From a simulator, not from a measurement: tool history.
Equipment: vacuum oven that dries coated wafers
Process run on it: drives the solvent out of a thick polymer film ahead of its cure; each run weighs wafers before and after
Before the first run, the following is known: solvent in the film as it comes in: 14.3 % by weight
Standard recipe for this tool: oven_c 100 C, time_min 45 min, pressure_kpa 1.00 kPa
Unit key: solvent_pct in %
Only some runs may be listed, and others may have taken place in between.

run 1 hour=0.0 | oven_c=100 time_min=45 pressure_kpa=1.00 | solvent_pct=1.73
run 2 hour=13.4 | oven_c=100 time_min=45 pressure_kpa=0.59 | solvent_pct=1.24
run 3 hour=25.0 | oven_c=100 time_min=45 pressure_kpa=0.59 | solvent_pct=1.28
run 4 hour=35.5 | oven_c=100 time_min=45 pressure_kpa=1.00 | solvent_pct=1.73
run 5 hour=43.4 | oven_c=100 time_min=45 pressure_kpa=1.00 | solvent_pct=1.71
-- hour=53.2 oven's thermocouples calibrated
run 6 hour=58.0 | oven_c=100 time_min=45 pressure_kpa=0.62 | solvent_pct=1.21
run 7 hour=75.0 | oven_c=100 time_min=45 pressure_kpa=0.62 | solvent_pct=1.25
run 8 hour=86.2 | oven_c=100 time_min=45 pressure_kpa=0.62 | solvent_pct=1.20
run 9 hour=97.0 | oven_c=100 time_min=45 pressure_kpa=1.00 | solvent_pct=1.57
run 10 hour=113.5 | oven_c=100 time_min=45 pressure_kpa=3.33 | solvent_pct=4.02
run 11 hour=130.0 | oven_c=100 time_min=45 pressure_kpa=1.16 | solvent_pct=1.80
run 12 hour=141.0 | oven_c=92 time_min=45 pressure_kpa=1.00 | solvent_pct=2.64
-- hour=148.7 oven's thermocouples calibrated, once more
run 13 hour=151.7 | oven_c=92 time_min=37 pressure_kpa=1.00 | solvent_pct=3.82
run 14 hour=164.0 | oven_c=100 time_min=73 pressure_kpa=0.58 | solvent_pct=0.94
run 15 hour=173.7 | oven_c=97 time_min=37 pressure_kpa=1.00 | solvent_pct=2.89
run 16 hour=183.1 | oven_c=100 time_min=51 pressure_kpa=0.77 | solvent_pct=1.50
run 17 hour=197.2 | oven_c=99 time_min=28 pressure_kpa=1.25 | solvent_pct=3.66
run 18 hour=210.0 | oven_c=97 time_min=58 pressure_kpa=1.25 | solvent_pct=2.28
run 19 hour=217.1 | oven_c=100 time_min=67 pressure_kpa=2.81 | solvent_pct=3.77
run 20 hour=229.3 | oven_c=100 time_min=67 pressure_kpa=2.81 | solvent_pct=3.76
run 21 hour=243.7 | oven_c=100 time_min=67 pressure_kpa=2.81 | solvent_pct=3.71
run 22 hour=259.4 | oven_c=90 time_min=67 pressure_kpa=2.80 | solvent_pct=5.68
run 23 hour=268.3 | oven_c=111 time_min=31 pressure_kpa=1.86 | solvent_pct=2.19
run 24 hour=277.3 | oven_c=111 time_min=55 pressure_kpa=3.52 | solvent_pct=3.07
run 25 hour=284.8 | oven_c=111 time_min=55 pressure_kpa=3.52 | solvent_pct=3.15

Selected run-to-run steps in solvent_pct, each split into two signed amounts: the part the tool would show with no hidden state at all (from settings, incoming material and random variation), and the remainder, which goes to the hidden state together with any gauge scatter not common to the measured and the hidden-state-free results:
The hidden state here: true wafer temperature over the reading, C; true pressure over the reading, kPa; drift of the gauge itself on solvent_pct, %.
Run 9 -> 10: pressure_kpa 1.00 -> 3.33. solvent_pct +2.45 %: hidden state -0.25, all else +2.70.
Run 12 -> 13: time_min 45 -> 37, oven's thermocouples calibrated, once more. solvent_pct +1.18 %: hidden state +0.58, all else +0.60.
Run 13 -> 14: oven_c 92 -> 100, time_min 37 -> 73, pressure_kpa 1.00 -> 0.58. solvent_pct -2.88 %: hidden state -0.03, all else -2.85.
Run 22 -> 23: oven_c 90 -> 111, time_min 67 -> 31, pressure_kpa 2.80 -> 1.86. solvent_pct -3.49 %: hidden state -0.09, all else -3.40.
